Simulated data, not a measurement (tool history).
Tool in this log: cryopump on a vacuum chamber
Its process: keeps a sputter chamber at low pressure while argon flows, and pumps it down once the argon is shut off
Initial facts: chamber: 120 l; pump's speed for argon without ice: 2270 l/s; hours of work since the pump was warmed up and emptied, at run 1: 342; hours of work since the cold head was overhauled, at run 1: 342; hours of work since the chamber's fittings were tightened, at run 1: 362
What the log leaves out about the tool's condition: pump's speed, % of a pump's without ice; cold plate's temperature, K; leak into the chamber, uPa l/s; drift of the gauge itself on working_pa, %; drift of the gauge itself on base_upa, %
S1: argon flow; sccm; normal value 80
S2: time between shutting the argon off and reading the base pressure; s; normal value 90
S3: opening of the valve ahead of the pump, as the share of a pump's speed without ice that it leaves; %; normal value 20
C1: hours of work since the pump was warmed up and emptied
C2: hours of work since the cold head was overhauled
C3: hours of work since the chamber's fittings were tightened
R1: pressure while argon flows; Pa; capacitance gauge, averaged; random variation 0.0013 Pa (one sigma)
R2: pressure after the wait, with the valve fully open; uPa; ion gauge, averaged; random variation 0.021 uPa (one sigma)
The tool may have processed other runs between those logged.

| run | hour | S1 | S2 | S3 | C1 | C2 | C3 | R1 | R2 |
|---|---|---|---|---|---|---|---|---|---|
| 1 | 0.0 | 80 | 90 | 20 | 342 | 342 | 362 | 0.3219 | 0.63 |
| 2 | 15.3 | 80 | 90 | 20 | 349 | 349 | 370 | 0.3242 | 0.65 |
| 3 | 31.5 | 43 | 90 | 20 | 357 | 357 | 378 | 0.1735 | 0.64 |
| 4 | 51.5 | 46 | 90 | 20 | 367 | 367 | 388 | 0.1869 | 0.61 |
|  | 76.8 | pump warmed up, emptied and cooled again |
| 5 | 78.6 | 42 | 90 | 20 | 1 | 379 | 399 | 0.1570 | 0.56 |
| 6 | 92.1 | 42 | 90 | 20 | 8 | 385 | 405 | 0.1574 | 0.55 |
| 7 | 124.8 | 42 | 90 | 20 | 24 | 402 | 422 | 0.1567 | 0.58 |
| 8 | 145.0 | 80 | 90 | 20 | 34 | 412 | 432 | 0.2992 | 0.60 |
| 9 | 175.2 | 80 | 90 | 20 | 49 | 427 | 447 | 0.3024 | 0.56 |
| 10 | 195.5 | 80 | 76 | 20 | 59 | 437 | 457 | 0.3008 | 0.67 |
| 11 | 224.3 | 80 | 76 | 20 | 74 | 451 | 471 | 0.3022 | 0.64 |
| 12 | 244.0 | 80 | 76 | 20 | 84 | 461 | 481 | 0.3053 | 0.64 |
| 13 | 275.0 | 80 | 76 | 20 | 99 | 477 | 497 | 0.3039 | 0.67 |
| 14 | 291.5 | 41 | 169 | 27 | 107 | 485 | 505 | 0.1159 | 0.42 |
| 15 | 305.9 | 48 | 90 | 20 | 114 | 492 | 512 | 0.1836 | 0.62 |
| 16 | 321.1 | 48 | 90 | 20 | 122 | 500 | 520 | 0.1832 | 0.59 |
| 17 | 353.3 | 48 | 90 | 20 | 138 | 516 | 536 | 0.1839 | 0.61 |
| 18 | 371.5 | 55 | 90 | 20 | 147 | 525 | 545 | 0.2107 | 0.61 |
| 19 | 398.2 | 67 | 28 | 20 | 160 | 538 | 558 | 0.2605 | 1.35 |
| 20 | 422.2 | 67 | 28 | 20 | 172 | 550 | 570 | 0.2569 | 1.33 |
| 21 | 439.2 | 67 | 283 | 18 | 181 | 559 | 579 | 0.2889 | 0.41 |
| 22 | 455.3 | 108 | 126 | 31 | 189 | 567 | 587 | 0.2770 | 0.50 |
| 23 | 488.6 | 98 | 90 | 15 | 206 | 583 | 603 | 0.5012 | 0.63 |
| 24 | 511.8 | 98 | 90 | 15 | 217 | 595 | 615 | 0.5030 | 0.64 |
| 25 | 545.0 | 98 | 90 | 15 | 234 | 611 | 632 | 0.5043 | 0.65 |
| 26 | 572.3 | 32 | 78 | 15 | 247 | 625 | 645 | 0.1644 | 0.71 |

Each row is a separate what-if for the run after 26, all from the same tool condition, not one after another. Results?
| A | 605.6 | 80 | 42 | 16 | 264 | 642 | 662 | ? | ? |
| B | 605.6 | 45 | 90 | 20 | 264 | 642 | 662 | ? | ? |
| C | 605.6 | 75 | 90 | 20 | 264 | 642 | 662 | ? | ? |

| run | R1 | R2 |
|---|---|---|
| A | 0.3905 | 1.05 |
| B | 0.1771 | 0.70 |
| C | 0.2953 | 0.66 |
Stripped of hidden state, with their random variation kept, the same runs would have yielded:
| run | R1 | R2 |
|---|---|---|
| A | 0.3728 | 0.84 |
| B | 0.1671 | 0.48 |
| C | 0.2787 | 0.45 |
